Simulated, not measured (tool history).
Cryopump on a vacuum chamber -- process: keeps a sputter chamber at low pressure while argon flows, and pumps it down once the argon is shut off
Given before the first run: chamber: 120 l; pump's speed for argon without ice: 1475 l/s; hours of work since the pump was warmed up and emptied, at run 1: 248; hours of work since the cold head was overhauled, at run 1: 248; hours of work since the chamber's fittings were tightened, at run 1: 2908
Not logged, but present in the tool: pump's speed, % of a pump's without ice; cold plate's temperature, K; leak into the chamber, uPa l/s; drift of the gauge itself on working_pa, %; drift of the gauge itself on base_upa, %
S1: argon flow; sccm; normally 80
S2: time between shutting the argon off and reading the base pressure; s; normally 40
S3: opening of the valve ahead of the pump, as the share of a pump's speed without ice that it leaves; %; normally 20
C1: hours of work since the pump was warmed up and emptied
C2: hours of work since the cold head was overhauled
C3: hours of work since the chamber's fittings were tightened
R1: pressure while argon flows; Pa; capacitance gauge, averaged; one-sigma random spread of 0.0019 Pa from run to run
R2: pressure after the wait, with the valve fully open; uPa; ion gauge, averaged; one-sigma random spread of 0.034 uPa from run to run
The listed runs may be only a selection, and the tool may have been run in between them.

run     day   S1   S2  S3   C1   C2    C3      R1    R2
  1   0.000   80   40  20  248  248  2908  0.4661  4.17
  2   1.529   80   40  20  268  268  2928  0.4667  4.21
  3   3.400   80   40  20  292  292  2953  0.4678  4.29
  4   5.029   80   40  58  314  314  2974  0.1686  4.34
  5   6.621   80   40  58  335  335  2995  0.1684  4.41
  6   8.217   80   40  58  355  355  3015  0.1697  4.49
  7  10.221   80   40  26  382  382  3042  0.3674  4.42
  8  11.179   80   49  46  394  394  3054  0.2130  4.21
  9  12.054  104  198  28  406  406  3066  0.4441  3.11
 10  14.092  159   90  20  432  432  3092  0.9406  3.64
 11  15.154   80   40  31  446  446  3106  0.3079  4.55
 12  16.246   80   40  31  460  460  3120  0.3125  4.52
 13  17.808   80   40  31  481  481  3141  0.3134  4.48
 14  19.850   80   37  28  507  507  3167  0.3441  4.78

Alternative continuations, all from the tool just after run 14; predict every row:
  A  21.667   80  180  44  531  531  3191   ?   ?
  B  21.667   80  108  27  531  531  3191   ?   ?
  C  21.667   83   52  20  531  531  3191   ?   ?
  D  21.667  141  101  28  531  531  3191   ?   ?

run      R1    R2
  A  0.2254  3.43
  B  0.3585  3.59
  C  0.4956  4.35
  D  0.6066  3.72
Stripped of hidden state, with their random variation kept, the same runs would have yielded:
run      R1    R2
  A  0.2076  0.57
  B  0.3406  0.78
  C  0.4770  1.50
  D  0.5753  0.87
